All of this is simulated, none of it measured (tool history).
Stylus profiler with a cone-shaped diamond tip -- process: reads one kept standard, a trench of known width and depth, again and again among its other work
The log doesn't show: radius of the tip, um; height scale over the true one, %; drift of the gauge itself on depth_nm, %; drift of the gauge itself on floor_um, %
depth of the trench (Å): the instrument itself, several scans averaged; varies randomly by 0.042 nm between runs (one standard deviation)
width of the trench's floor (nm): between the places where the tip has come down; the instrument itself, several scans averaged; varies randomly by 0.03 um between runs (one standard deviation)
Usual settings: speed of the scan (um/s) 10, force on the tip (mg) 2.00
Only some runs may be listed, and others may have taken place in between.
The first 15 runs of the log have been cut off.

run   hour  speed of the scan (um/s)  force on the tip (mg)  scans with this tip  hours of work since the height scale was calibrated  depth of the trench (Å)  width of the trench's floor (nm)
     347.4  -- height scale calibrated on a step standard, once more
 16  358.3                        28                   2.00                 5754                                                    7                   2016.1                             97780
 17  380.6                        28                   2.00                 5941                                                   20                   2015.3                             97820
 18  406.9                        28                   2.00                 6163                                                   36                   2016.5                             97750
 19  431.1                        36                   1.42                 6366                                                   51                   2012.3                             97690
 20  447.0                        10                   3.66                 6500                                                   60                   2024.2                             97800
 21  464.8                        10                   3.66                 6650                                                   71                   2024.0                             97910
 22  487.6                        10                   3.66                 6841                                                   85                   2024.0                             97850
 23  501.7                        10                   3.66                 6960                                                   94                   2024.4                             97840
 24  518.6                         6                   1.28                 7102                                                  104                   2011.6                             97860
 25  544.3                        14                   1.50                 7318                                                  119                   2014.0                             97790
 26  558.5                         2                   5.98                 7438                                                  128                   2034.3                             97900
 27  572.6                        10                   2.54                 7556                                                  137                   2018.4                             97860
 28  595.3                        11                   2.21                 7747                                                  150                   2017.2                             97820
 29  617.2                         2                   2.47                 7931                                                  164                   2018.0                             97830
 30  640.6                        13                   1.44                 8128                                                  178                   2011.4                             97680
 31  653.9                         5                   1.35                 8240                                                  186                   2011.4                             97770
 32  683.9                        24                   1.80                 8493                                                  204                   2014.3                             97660
 33  711.2                         4                   0.87                 8723                                                  221                   2007.8                             97780

What if the next run were any one of these 3? Each begins from the tool's condition after run 33:
  A  731.4                        39                   0.87                 8892                                                  233                        ?                                 ?
  B  731.4                         3                   1.60                 8892                                                  233                        ?                                 ?
  C  731.4                        10                   0.69                 8892                                                  233                        ?                                 ?

run  depth of the trench (Å)  width of the trench's floor (nm)
  A                   2008.1                             97490
  B                   2012.5                             97800
  C                   2006.5                             97710
Stripped of hidden state, with their random variation kept, the same runs would have yielded:
run  depth of the trench (Å)  width of the trench's floor (nm)
  A                   2009.8                             97960
  B                   2014.2                             98270
  C                   2008.2                             98180
